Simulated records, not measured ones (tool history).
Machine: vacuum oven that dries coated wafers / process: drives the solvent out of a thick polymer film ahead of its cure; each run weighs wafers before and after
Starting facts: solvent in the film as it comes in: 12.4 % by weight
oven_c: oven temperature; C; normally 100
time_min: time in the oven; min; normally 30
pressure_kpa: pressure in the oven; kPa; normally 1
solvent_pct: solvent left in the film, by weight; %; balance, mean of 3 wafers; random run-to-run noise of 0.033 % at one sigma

{"run": 1, "hour": 0.0, "oven_c": 100, "time_min": 30, "pressure_kpa": 1, "solvent_pct": 1.02}
{"run": 2, "hour": 62.5, "oven_c": 100, "time_min": 30, "pressure_kpa": 1, "solvent_pct": 1.07}
{"run": 3, "hour": 102.9, "oven_c": 100, "time_min": 30, "pressure_kpa": 1, "solvent_pct": 1.06}
{"run": 4, "hour": 162.5, "oven_c": 100, "time_min": 30, "pressure_kpa": 1, "solvent_pct": 1}
{"run": 5, "hour": 221.6, "oven_c": 100, "time_min": 30, "pressure_kpa": 1, "solvent_pct": 1.1}
{"run": 6, "hour": 282.8, "oven_c": 100, "time_min": 30, "pressure_kpa": 1, "solvent_pct": 1.06}
{"run": 7, "hour": 321.8, "oven_c": 100, "time_min": 30, "pressure_kpa": 1, "solvent_pct": 1.06}
{"run": 8, "hour": 382.7, "oven_c": 100, "time_min": 30, "pressure_kpa": 1, "solvent_pct": 1.04}
{"run": 9, "hour": 415.1, "oven_c": 100, "time_min": 30, "pressure_kpa": 1, "solvent_pct": 1.08}
{"run": 10, "hour": 457.5, "oven_c": 100, "time_min": 30, "pressure_kpa": 1, "solvent_pct": 1.09}
{"run": 11, "hour": 487.2, "oven_c": 100, "time_min": 30, "pressure_kpa": 1, "solvent_pct": 1.03}
{"run": 12, "hour": 543.9, "oven_c": 100, "time_min": 30, "pressure_kpa": 1, "solvent_pct": 1}
{"hour": 606.9, "done": "oven's thermocouples calibrated"}
{"run": 13, "hour": 610.8, "oven_c": 100, "time_min": 30, "pressure_kpa": 1, "solvent_pct": 1.04}
{"run": 14, "hour": 664.2, "oven_c": 100, "time_min": 30, "pressure_kpa": 1, "solvent_pct": 1.05}
{"run": 15, "hour": 719.2, "oven_c": 100, "time_min": 35, "pressure_kpa": 1, "solvent_pct": 0.81}
{"run": 16, "hour": 779.2, "oven_c": 100, "time_min": 30, "pressure_kpa": 1, "solvent_pct": 1.04}
{"run": 17, "hour": 823.9, "oven_c": 100, "time_min": 30, "pressure_kpa": 1, "solvent_pct": 1.08}
{"run": 18, "hour": 883.1, "oven_c": 100, "time_min": 30, "pressure_kpa": 1, "solvent_pct": 1.11}
{"run": 19, "hour": 915.0, "oven_c": 100, "time_min": 30, "pressure_kpa": 0.9, "solvent_pct": 0.99}
{"run": 20, "hour": 967.2, "oven_c": 103, "time_min": 30, "pressure_kpa": 1, "solvent_pct": 0.74}
{"run": 21, "hour": 995.5, "oven_c": 100, "time_min": 30, "pressure_kpa": 1, "solvent_pct": 1.07}
{"run": 22, "hour": 1034.7, "oven_c": 100, "time_min": 30, "pressure_kpa": 3.34, "solvent_pct": 2.07}
{"run": 23, "hour": 1094.6, "oven_c": 100, "time_min": 30, "pressure_kpa": 3.34, "solvent_pct": 2.07}
{"run": 24, "hour": 1129.7, "oven_c": 100, "time_min": 30, "pressure_kpa": 3.34, "solvent_pct": 2.01}
{"run": 25, "hour": 1177.4, "oven_c": 95, "time_min": 30, "pressure_kpa": 3.34, "solvent_pct": 2.98}
{"run": 26, "hour": 1212.3, "oven_c": 95, "time_min": 53, "pressure_kpa": 3.34, "solvent_pct": 2.03}
{"run": 27, "hour": 1255.9, "oven_c": 96, "time_min": 53, "pressure_kpa": 2.96, "solvent_pct": 1.68}
{"run": 28, "hour": 1294.4, "oven_c": 100, "time_min": 18, "pressure_kpa": 2.96, "solvent_pct": 2.97}
{"run": 29, "hour": 1327.6, "oven_c": 109, "time_min": 15, "pressure_kpa": 2.96, "solvent_pct": 1.76}
{"run": 30, "hour": 1382.6, "oven_c": 104, "time_min": 37, "pressure_kpa": 3.32, "solvent_pct": 1.35}
{"run": 31, "hour": 1416.6, "oven_c": 104, "time_min": 37, "pressure_kpa": 3.32, "solvent_pct": 1.39}
{"run": 32, "hour": 1446.7, "oven_c": 110, "time_min": 30, "pressure_kpa": 1.78, "solvent_pct": 0.64}
{"run": 33, "hour": 1497.7, "oven_c": 110, "time_min": 30, "pressure_kpa": 1.78, "solvent_pct": 0.53}
{"run": 34, "hour": 1527.5, "oven_c": 100, "time_min": 30, "pressure_kpa": 1.36, "solvent_pct": 1.22}
{"run": 35, "hour": 1587.5, "oven_c": 105, "time_min": 44, "pressure_kpa": 3.71, "solvent_pct": 1.41}
{"run": 36, "hour": 1645.0, "oven_c": 100, "time_min": 33, "pressure_kpa": 0.73, "solvent_pct": 0.8}
{"run": 37, "hour": 1674.6, "oven_c": 108, "time_min": 30, "pressure_kpa": 1.47, "solvent_pct": 0.59}
{"run": 38, "hour": 1725.1, "oven_c": 110, "time_min": 21, "pressure_kpa": 1.97, "solvent_pct": 0.87}
{"run": 39, "hour": 1777.7, "oven_c": 100, "time_min": 33, "pressure_kpa": 1.3, "solvent_pct": 0.99}
{"run": 40, "hour": 1821.8, "oven_c": 100, "time_min": 33, "pressure_kpa": 1.3, "solvent_pct": 1.01}
{"run": 41, "hour": 1861.5, "oven_c": 86, "time_min": 44, "pressure_kpa": 0.86, "solvent_pct": 2.62}
{"run": 42, "hour": 1895.2, "oven_c": 86, "time_min": 44, "pressure_kpa": 0.86, "solvent_pct": 2.68}
{"run": 43, "hour": 1932.2, "oven_c": 104, "time_min": 15, "pressure_kpa": 3.78, "solvent_pct": 2.98}
{"run": 44, "hour": 1973.5, "oven_c": 104, "time_min": 15, "pressure_kpa": 3.78, "solvent_pct": 3.02}

Alternative continuations, all from the tool just after run 44; predict every row:
{"run": "A", "hour": 2003.1, "oven_c": 101, "time_min": 38, "pressure_kpa": 1.45, "solvent_pct": "?"}
{"run": "B", "hour": 2003.1, "oven_c": 97, "time_min": 42, "pressure_kpa": 1.63, "solvent_pct": "?"}
{"run": "C", "hour": 2003.1, "oven_c": 104, "time_min": 15, "pressure_kpa": 1.04, "solvent_pct": "?"}
{"run": "D", "hour": 2003.1, "oven_c": 110, "time_min": 46, "pressure_kpa": 0.83, "solvent_pct": "?"}

run=A solvent_pct=0.9
run=B solvent_pct=1.26
run=C solvent_pct=2.04
run=D solvent_pct=0.27
Stripped of hidden state, with their random variation kept, the same runs would have yielded:
run=A solvent_pct=0.89
run=B solvent_pct=1.25
run=C solvent_pct=2.03
run=D solvent_pct=0.27
